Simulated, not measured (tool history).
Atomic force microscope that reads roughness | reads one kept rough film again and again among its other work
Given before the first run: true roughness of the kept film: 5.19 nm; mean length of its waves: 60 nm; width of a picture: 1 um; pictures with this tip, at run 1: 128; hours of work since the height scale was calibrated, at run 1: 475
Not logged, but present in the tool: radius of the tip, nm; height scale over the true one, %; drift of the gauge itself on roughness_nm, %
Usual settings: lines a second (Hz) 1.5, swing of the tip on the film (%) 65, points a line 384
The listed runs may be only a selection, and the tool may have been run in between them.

run   hour  lines a second (Hz)  swing of the tip on the film (%)  points a line  pictures with this tip  hours of work since the height scale was calibrated  roughness of the kept film (nm (root mean square))
  1      0                  1.5                                65            384                     128                                                  475                                               4.673
  2   19.5                  1.5                                70            384                     152                                                  485                                               4.552
  3   38.9                  1.5                                61            384                     175                                                  495                                               4.727
  4   60.8                  1.5                                61            384                     202                                                  507                                               4.698
  5   79.3                  1.5                                61            384                     224                                                  516                                               4.729
  6  106.1                  1.5                                61            384                     256                                                  531                                               4.731
  7  129.5                  1.5                                61            384                     284                                                  543                                               4.698
     135.4  -- new tip fitted
  8  156.9                  1.5                                65            384                      26                                                  557                                               4.653
  9  184.2                  1.5                                65            384                      58                                                  571                                               4.709
 10  210.7                  1.5                                65            486                      90                                                  585                                               4.674
 11  230.2                  1.5                                84            384                     114                                                  596                                               4.169
 12  242.8                 2.15                                65            384                     129                                                  602                                               4.532
 13  263.4                 2.15                                65            384                     154                                                  613                                               4.549
 14  290.5                 2.15                                65            384                     186                                                  627                                               4.516
 15  314.4                 2.15                                65            736                     215                                                  640                                               4.567
 16  333.9                 1.14                                74            384                     239                                                  650                                               4.569
 17  356.2                  1.5                                70            631                     265                                                  662                                               4.559

What does the tool deliver on the next run?
     376.3  -- new tip fitted
 18  378.5                 2.94                                72           1012                       3                                                  673                                                   ?

Run 18 came out at roughness of the kept film (nm (root mean square)) 4.138.
Minus the tool's unlogged condition, the same run would have read roughness of the kept film (nm (root mean square)) 4.139.
